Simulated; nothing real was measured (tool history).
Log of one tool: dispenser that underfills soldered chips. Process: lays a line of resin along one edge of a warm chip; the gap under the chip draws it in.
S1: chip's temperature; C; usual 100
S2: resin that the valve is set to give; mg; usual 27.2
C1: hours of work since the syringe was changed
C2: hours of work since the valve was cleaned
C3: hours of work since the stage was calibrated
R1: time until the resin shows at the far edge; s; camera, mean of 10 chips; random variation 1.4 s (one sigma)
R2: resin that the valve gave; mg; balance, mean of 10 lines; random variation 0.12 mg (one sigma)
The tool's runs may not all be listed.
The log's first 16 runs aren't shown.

run 17 hour=55.3 | S1=111 S2=27.2 | C1=3 C2=52 C3=70 | R1=97.4 R2=26.06
run 18 hour=57.3 | S1=111 S2=27.2 | C1=4 C2=54 C3=72 | R1=103.9 R2=26.01
run 19 hour=59.5 | S1=111 S2=27.2 | C1=6 C2=55 C3=73 | R1=106.6 R2=26.01
run 20 hour=62.5 | S1=113 S2=29.9 | C1=8 C2=57 C3=75 | R1=103.1 R2=28.4
-- hour=64.2 new syringe of resin
run 21 hour=66.3 | S1=113 S2=29.9 | C1=1 C2=60 C3=78 | R1=85.7 R2=28.62
run 22 hour=70.5 | S1=109 S2=25.4 | C1=4 C2=63 C3=80 | R1=116.5 R2=24.07
run 23 hour=73.6 | S1=93 S2=31.1 | C1=6 C2=65 C3=82 | R1=250.8 R2=29.55
-- hour=77.6 new syringe of resin
run 24 hour=77.9 | S1=93 S2=30 | C1=0 C2=67 C3=85 | R1=201.4 R2=28.38
run 25 hour=80.8 | S1=101 S2=32.5 | C1=2 C2=69 C3=87 | R1=148 R2=30.46
run 26 hour=83 | S1=96 S2=25.7 | C1=4 C2=71 C3=89 | R1=200.7 R2=24.1
run 27 hour=86.8 | S1=89 S2=29.5 | C1=6 C2=74 C3=91 | R1=297 R2=27.71
run 28 hour=89.9 | S1=87 S2=24.4 | C1=8 C2=76 C3=93 | R1=369.3 R2=22.77
-- hour=91 new syringe of resin
run 29 hour=92.3 | S1=87 S2=24.4 | C1=1 C2=77 C3=95 | R1=287.7 R2=22.72
run 30 hour=96.2 | S1=92 S2=33.6 | C1=4 C2=80 C3=98 | R1=228.6 R2=31.45
run 31 hour=98.3 | S1=91 S2=32.5 | C1=5 C2=81 C3=99 | R1=259.9 R2=30.38
run 32 hour=101.6 | S1=111 S2=23.3 | C1=7 C2=83 C3=101 | R1=115.1 R2=21.62
-- hour=104.7 dispensing valve cleaned and set on the balance
-- hour=105.2 new syringe of resin
run 33 hour=105.4 | S1=107 S2=30.1 | C1=0 C2=0 C3=103 | R1=108.6 R2=30.22
run 34 hour=108.5 | S1=99 S2=24.4 | C1=2 C2=2 C3=105 | R1=170.6 R2=24.44
run 35 hour=112.5 | S1=100 S2=25.8 | C1=5 C2=5 C3=108 | R1=176.2 R2=25.73
run 36 hour=116 | S1=100 S2=25.8 | C1=7 C2=8 C3=110 | R1=191.3 R2=25.71
-- hour=118.4 new syringe of resin
run 37 hour=120.4 | S1=109 S2=24.3 | C1=1 C2=10 C3=113 | R1=102.8 R2=24.17

3 ways to go on from here, each from the tool as it stands after run 37. What would each give?
run A hour=124.1 | S1=86 S2=25.4 | C1=4 C2=13 C3=116 | R1=? R2=?
run B hour=124.1 | S1=99 S2=31.4 | C1=4 C2=13 C3=116 | R1=? R2=?
run C hour=124.1 | S1=103 S2=28.2 | C1=4 C2=13 C3=116 | R1=? R2=?

run=A R1=334.3 R2=25.01
run=B R1=172.1 R2=30.95
run=C R1=145.2 R2=27.9
Without the tool's hidden state the same runs would have given:
run=A R1=281.9 R2=25.24
run=B R1=145.7 R2=31.24
run=C R1=123.1 R2=28.16
